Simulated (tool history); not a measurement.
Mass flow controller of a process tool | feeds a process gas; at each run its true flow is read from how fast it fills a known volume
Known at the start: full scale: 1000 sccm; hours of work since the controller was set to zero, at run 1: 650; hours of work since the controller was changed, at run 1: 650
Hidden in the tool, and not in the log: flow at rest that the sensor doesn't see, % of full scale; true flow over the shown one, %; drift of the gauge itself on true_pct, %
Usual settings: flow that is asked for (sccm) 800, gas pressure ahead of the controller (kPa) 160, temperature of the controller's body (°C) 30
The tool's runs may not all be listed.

run	hour	flow that is asked for (sccm)	gas pressure ahead of the controller (kPa)	temperature of the controller's body (°C)	hours of work since the controller was set to zero	hours of work since the controller was changed	true flow (%)
1	0	800	160	30	650	650	98.82
2	32.5	800	160	30	660	660	98.76
3	88.1	800	160	30	677	677	98.79
4	154	800	160	30	697	697	98.81
5	231.4	800	160	30	720	720	98.94
6	292.5	800	160	30	739	739	98.91
7	340.8	800	149	30	754	754	98.79
8	386.1	800	160	30	767	767	98.87
9	448	194	160	30	786	786	96.68
10	526.6	194	160	30	810	810	96.61
11	593.7	194	160	30	830	830	96.57
12	669.6	194	160	30	854	854	96.59
13	702.9	800	160	30	864	864	98.66
14	752.5	800	166	30	879	879	98.72
15	819.1	800	166	30	899	899	98.85
16	897	800	166	30	923	923	98.67
17	955.2	800	160	30	940	940	98.76
18	1035.2	800	160	30	965	965	98.7
19	1114	800	160	30	989	989	98.71
20	1162	800	160	30	1003	1003	98.54
21	1231.3	800	160	30	1024	1024	98.64
22	1293.5	800	276	39	1043	1043	98.77
23	1359.5	562	276	39	1063	1063	98.24
24	1436.6	200	165	20	1087	1087	96.82
25	1472.8	833	160	30	1098	1098	98.63
26	1510.8	800	174	33	1109	1109	98.7
27	1547.6	456	216	32	1121	1121	97.68
28	1610.7	341	170	35	1140	1140	96.97
29	1670.7	161	148	30	1158	1158	96.01
30	1739.5	161	244	35	1179	1179	96.31
31	1817.4	161	244	35	1203	1203	96.3
32	1860.9	289	183	21	1216	1216	97.16
33	1939.1	155	264	22	1240	1240	96.69
34	1980.9	982	198	36	1252	1252	99.16
35	2016.3	982	198	36	1263	1263	99.14
36	2053.1	982	198	36	1274	1274	99.03
37	2101.3	800	168	30	1289	1289	98.69
38	2162.8	800	168	30	1308	1308	98.64
39	2211.5	113	230	21	1322	1322	95.93
40	2254.1	113	230	21	1335	1335	96.06
41	2318.2	522	183	34	1355	1355	97.75
42	2376.5	306	226	21	1373	1373	97.37

Forecast each of these 5 alternatives for the next run:
A	2454.8	306	226	26	1396	1396	?
B	2454.8	306	191	22	1396	1396	?
C	2454.8	800	160	33	1396	1396	?
D	2454.8	358	144	35	1396	1396	?
E	2454.8	866	144	33	1396	1396	?

run	true flow (%)
A	97.24
B	97.23
C	98.62
D	96.79
E	98.74
Without the tool's hidden state the same runs would have given:
run	true flow (%)
A	98.08
B	98.07
C	99.12
D	97.56
E	99.23

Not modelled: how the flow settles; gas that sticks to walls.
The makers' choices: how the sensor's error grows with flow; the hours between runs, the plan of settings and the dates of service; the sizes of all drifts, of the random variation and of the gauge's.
